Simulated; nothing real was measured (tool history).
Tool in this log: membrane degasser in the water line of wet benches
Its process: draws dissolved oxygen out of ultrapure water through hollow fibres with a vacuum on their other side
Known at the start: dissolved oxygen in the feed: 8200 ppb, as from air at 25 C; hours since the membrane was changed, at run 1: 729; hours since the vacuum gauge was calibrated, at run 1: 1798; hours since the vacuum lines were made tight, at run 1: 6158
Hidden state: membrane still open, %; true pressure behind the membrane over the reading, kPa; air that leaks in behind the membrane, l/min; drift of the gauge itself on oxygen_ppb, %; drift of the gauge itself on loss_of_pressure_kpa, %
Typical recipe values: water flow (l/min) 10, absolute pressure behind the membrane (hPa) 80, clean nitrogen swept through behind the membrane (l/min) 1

| run | day | water flow (l/min) | absolute pressure behind the membrane (hPa) | clean nitrogen swept through behind the membrane (l/min) | hours since the membrane was changed | hours since the vacuum gauge was calibrated | hours since the vacuum lines were made tight | dissolved oxygen in the water behind the degasser (ppb) | pressure that the water loses in the fibres (hPa) |
|---|---|---|---|---|---|---|---|---|---|
| 1 | 0 | 10 | 80 | 1 | 729 | 1798 | 6158 | 393.6 | 580.8 |
| 2 | 6.283 | 10 | 80 | 1 | 880 | 1949 | 6309 | 395 | 581.5 |
| 3 | 12.058 | 10 | 80 | 1 | 1019 | 2088 | 6448 | 393.3 | 585.9 |
| 4 | 18.217 | 14 | 80 | 1 | 1166 | 2236 | 6595 | 727.1 | 813.5 |
| 5 | 22.15 | 14 | 61.6 | 1 | 1261 | 2330 | 6690 | 671.9 | 819.5 |
| 6 | 25.396 | 15 | 80 | 1 | 1339 | 2408 | 6768 | 812.4 | 873.3 |
| 7 | 30.475 | 15 | 80 | 1 | 1461 | 2530 | 6890 | 824.8 | 888.9 |
| 8 | 37.108 | 15 | 80 | 0.97 | 1620 | 2689 | 7049 | 826.1 | 883.6 |
| 9 | 43.679 | 10 | 80 | 1 | 1777 | 2847 | 7206 | 394.8 | 587.7 |
| 10 | 47.642 | 10 | 80 | 1 | 1873 | 2942 | 7301 | 398.8 | 586.6 |
| 11 | 53.2 | 10 | 80 | 1 | 2006 | 3075 | 7435 | 394.9 | 590.5 |
|  | 53.638 | vacuum gauge calibrated |
| 12 | 56.65 | 10 | 80 | 0.67 | 2088 | 72 | 7517 | 452.7 | 590.2 |
| 13 | 61.062 | 10 | 80 | 1 | 2194 | 178 | 7623 | 407 | 593.4 |
| 14 | 64.517 | 10 | 80 | 0.66 | 2277 | 261 | 7706 | 460.2 | 594.4 |
| 15 | 67.829 | 10 | 80 | 0.66 | 2357 | 341 | 7786 | 441 | 585.7 |
| 16 | 74.55 | 10 | 80 | 1 | 2518 | 502 | 7947 | 411 | 590 |
|  | 75.404 | vacuum gauge calibrated, once more |
| 17 | 77.658 | 13 | 80 | 1.69 | 2592 | 54 | 8021 | 607.7 | 763.2 |
| 18 | 82.112 | 14 | 80 | 1.69 | 2699 | 161 | 8128 | 688.3 | 825.8 |
| 19 | 86.254 | 12 | 64.6 | 0.45 | 2798 | 260 | 8227 | 604.1 | 713.3 |
| 20 | 89.146 | 12 | 64.6 | 0.45 | 2868 | 330 | 8297 | 612.6 | 713.1 |
| 21 | 91.971 | 12 | 64.6 | 0.45 | 2935 | 398 | 8364 | 607.7 | 708.7 |
| 22 | 94.758 | 12 | 64.6 | 0.45 | 3002 | 465 | 8431 | 612.4 | 710.1 |
| 23 | 98.429 | 10 | 106.8 | 0.83 | 3090 | 553 | 8519 | 495.9 | 597.7 |
| 24 | 101.417 | 9 | 137.1 | 0.72 | 3162 | 624 | 8591 | 523.5 | 533.9 |
| 25 | 104.379 | 14 | 67.2 | 1.51 | 3233 | 695 | 8662 | 685.1 | 830.1 |
| 26 | 107.408 | 14 | 57.7 | 1.61 | 3306 | 768 | 8735 | 668.4 | 834.3 |
| 27 | 110.954 | 12 | 105.1 | 1.61 | 3391 | 853 | 8820 | 577.8 | 713.9 |
| 28 | 115.583 | 11 | 159.9 | 2.31 | 3502 | 964 | 8931 | 514.8 | 651.3 |
| 29 | 121.612 | 10 | 132 | 1 | 3647 | 1109 | 9076 | 538.4 | 594.7 |
| 30 | 124.371 | 7 | 132 | 1 | 3713 | 1175 | 9142 | 288.3 | 419.5 |
| 31 | 128.129 | 12 | 51.8 | 1.47 | 3803 | 1265 | 9232 | 493.4 | 714.9 |
| 32 | 133.367 | 12 | 51.8 | 1.47 | 3929 | 1391 | 9358 | 494.4 | 711.8 |

4 ways to go on from here, each from the tool as it stands after run 32. What would each give?
| A | 139.962 | 8 | 80 | 0.67 | 4087 | 1549 | 9516 | ? | ? |
| B | 139.962 | 12 | 80 | 1 | 4087 | 1549 | 9516 | ? | ? |
| C | 139.962 | 8 | 62.4 | 1 | 4087 | 1549 | 9516 | ? | ? |
| D | 139.962 | 10 | 51.8 | 1.14 | 4087 | 1549 | 9516 | ? | ? |

| run | dissolved oxygen in the water behind the degasser (ppb) | pressure that the water loses in the fibres (hPa) |
|---|---|---|
| A | 308.6 | 476.1 |
| B | 586.1 | 717.6 |
| C | 232.2 | 476.1 |
| D | 345.1 | 597 |
The same runs, with their run-to-run variation unchanged, on a tool lacking any hidden condition would have given:
| run | dissolved oxygen in the water behind the degasser (ppb) | pressure that the water loses in the fibres (hPa) |
|---|---|---|
| A | 282.5 | 462.1 |
| B | 544 | 696.6 |
| C | 209.8 | 462.2 |
| D | 314.9 | 579.6 |
